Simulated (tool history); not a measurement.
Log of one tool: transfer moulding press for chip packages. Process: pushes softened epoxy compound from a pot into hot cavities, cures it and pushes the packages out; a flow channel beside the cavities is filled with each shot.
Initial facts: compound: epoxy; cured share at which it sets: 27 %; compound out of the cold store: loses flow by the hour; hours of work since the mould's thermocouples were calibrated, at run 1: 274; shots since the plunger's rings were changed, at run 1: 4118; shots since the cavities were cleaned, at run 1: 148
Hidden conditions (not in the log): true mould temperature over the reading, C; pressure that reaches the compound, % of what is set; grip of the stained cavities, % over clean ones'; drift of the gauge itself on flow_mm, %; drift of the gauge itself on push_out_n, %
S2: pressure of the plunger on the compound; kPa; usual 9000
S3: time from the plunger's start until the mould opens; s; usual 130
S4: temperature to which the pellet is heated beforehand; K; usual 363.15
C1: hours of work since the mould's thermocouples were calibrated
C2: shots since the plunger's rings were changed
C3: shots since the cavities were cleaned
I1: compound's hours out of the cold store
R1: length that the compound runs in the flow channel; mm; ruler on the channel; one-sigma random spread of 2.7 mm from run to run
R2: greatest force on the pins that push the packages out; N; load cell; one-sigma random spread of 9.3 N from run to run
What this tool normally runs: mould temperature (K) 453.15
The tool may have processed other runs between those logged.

{"run": 1, "hour": 0.0, "mould temperature (K)": 453.15, "S2": 9000, "S3": 130, "S4": 363.15, "C1": 274, "C2": 4118, "C3": 148, "I1": 47.9, "R1": 482, "R2": 412}
{"run": 2, "hour": 6.3, "mould temperature (K)": 453.15, "S2": 9000, "S3": 129, "S4": 363.15, "C1": 278, "C2": 4176, "C3": 206, "I1": 19.6, "R1": 595, "R2": 431}
{"run": 3, "hour": 12.1, "mould temperature (K)": 453.15, "S2": 9000, "S3": 129, "S4": 363.15, "C1": 282, "C2": 4229, "C3": 259, "I1": 10.6, "R1": 644, "R2": 399}
{"run": 4, "hour": 23.3, "mould temperature (K)": 453.15, "S2": 9000, "S3": 130, "S4": 363.15, "C1": 289, "C2": 4333, "C3": 363, "I1": 16.4, "R1": 613, "R2": 416}
{"hour": 26.4, "done": "plunger's sealing rings changed"}
{"run": 5, "hour": 35.1, "mould temperature (K)": 453.15, "S2": 9000, "S3": 130, "S4": 363.15, "C1": 295, "C2": 80, "C3": 448, "I1": 25.9, "R1": 572, "R2": 430}
{"hour": 37.9, "done": "cavities cleaned with cleaning compound and waxed"}
{"run": 6, "hour": 47.2, "mould temperature (K)": 447.15, "S2": 9000, "S3": 130, "S4": 363.15, "C1": 302, "C2": 178, "C3": 85, "I1": 8.4, "R1": 673, "R2": 535}
{"run": 7, "hour": 55.9, "mould temperature (K)": 447.15, "S2": 9000, "S3": 130, "S4": 363.15, "C1": 307, "C2": 259, "C3": 166, "I1": 42.0, "R1": 523, "R2": 489}
{"hour": 66.8, "done": "mould's thermocouples calibrated"}
{"run": 8, "hour": 66.8, "mould temperature (K)": 453.15, "S2": 9000, "S3": 130, "S4": 363.15, "C1": 0, "C2": 341, "C3": 248, "I1": 27.0, "R1": 564, "R2": 419}
{"run": 9, "hour": 73.1, "mould temperature (K)": 453.15, "S2": 7890, "S3": 117, "S4": 368.15, "C1": 4, "C2": 399, "C3": 306, "I1": 17.1, "R1": 573, "R2": 458}
{"run": 10, "hour": 85.1, "mould temperature (K)": 456.15, "S2": 9000, "S3": 161, "S4": 357.15, "C1": 12, "C2": 510, "C3": 417, "I1": 8.6, "R1": 643, "R2": 395}
{"hour": 91.8, "done": "cavities cleaned with cleaning compound and waxed"}
{"run": 11, "hour": 93.4, "mould temperature (K)": 456.15, "S2": 9000, "S3": 146, "S4": 355.15, "C1": 16, "C2": 573, "C3": 15, "I1": 26.0, "R1": 558, "R2": 400}
{"run": 12, "hour": 104.6, "mould temperature (K)": 456.15, "S2": 7680, "S3": 146, "S4": 355.15, "C1": 23, "C2": 676, "C3": 118, "I1": 27.8, "R1": 502, "R2": 398}
{"run": 13, "hour": 112.3, "mould temperature (K)": 459.15, "S2": 7600, "S3": 146, "S4": 355.15, "C1": 28, "C2": 747, "C3": 189, "I1": 40.2, "R1": 457, "R2": 398}
{"run": 14, "hour": 123.5, "mould temperature (K)": 447.15, "S2": 7600, "S3": 166, "S4": 355.15, "C1": 35, "C2": 851, "C3": 293, "I1": 35.4, "R1": 500, "R2": 418}
{"run": 15, "hour": 130.2, "mould temperature (K)": 447.15, "S2": 7600, "S3": 166, "S4": 355.15, "C1": 39, "C2": 913, "C3": 355, "I1": 17.6, "R1": 582, "R2": 433}
{"run": 16, "hour": 135.8, "mould temperature (K)": 447.15, "S2": 7600, "S3": 166, "S4": 355.15, "C1": 43, "C2": 964, "C3": 406, "I1": 32.1, "R1": 513, "R2": 422}

5 ways to go on from here, each from the tool as it stands after run 16. What would each give?
{"hour": 143.5, "done": "cavities cleaned with cleaning compound and waxed"}
{"run": "A", "hour": 147.8, "mould temperature (K)": 447.15, "S2": 7600, "S3": 149, "S4": 363.15, "C1": 50, "C2": 1061, "C3": 40, "I1": 27.7, "R1": "?", "R2": "?"}
{"hour": 143.5, "done": "cavities cleaned with cleaning compound and waxed"}
{"run": "B", "hour": 147.8, "mould temperature (K)": 447.15, "S2": 10850, "S3": 142, "S4": 363.15, "C1": 50, "C2": 1061, "C3": 40, "I1": 11.4, "R1": "?", "R2": "?"}
{"hour": 143.5, "done": "cavities cleaned with cleaning compound and waxed"}
{"run": "C", "hour": 147.8, "mould temperature (K)": 447.15, "S2": 8570, "S3": 166, "S4": 370.15, "C1": 50, "C2": 1061, "C3": 40, "I1": 46.4, "R1": "?", "R2": "?"}
{"hour": 143.5, "done": "cavities cleaned with cleaning compound and waxed"}
{"run": "D", "hour": 147.8, "mould temperature (K)": 447.15, "S2": 7600, "S3": 166, "S4": 358.15, "C1": 50, "C2": 1061, "C3": 40, "I1": 37.5, "R1": "?", "R2": "?"}
{"hour": 143.5, "done": "cavities cleaned with cleaning compound and waxed"}
{"run": "E", "hour": 147.8, "mould temperature (K)": 453.15, "S2": 9000, "S3": 168, "S4": 370.15, "C1": 50, "C2": 1061, "C3": 40, "I1": 20.8, "R1": "?", "R2": "?"}

run=A R1=537 R2=430
run=B R1=726 R2=469
run=C R1=485 R2=402
run=D R1=493 R2=397
run=E R1=591 R2=397
Take away the tool's hidden state, keep each run's random variation, and the runs would have read:
run=A R1=537 R2=429
run=B R1=726 R2=468
run=C R1=485 R2=401
run=D R1=493 R2=396
run=E R1=591 R2=396
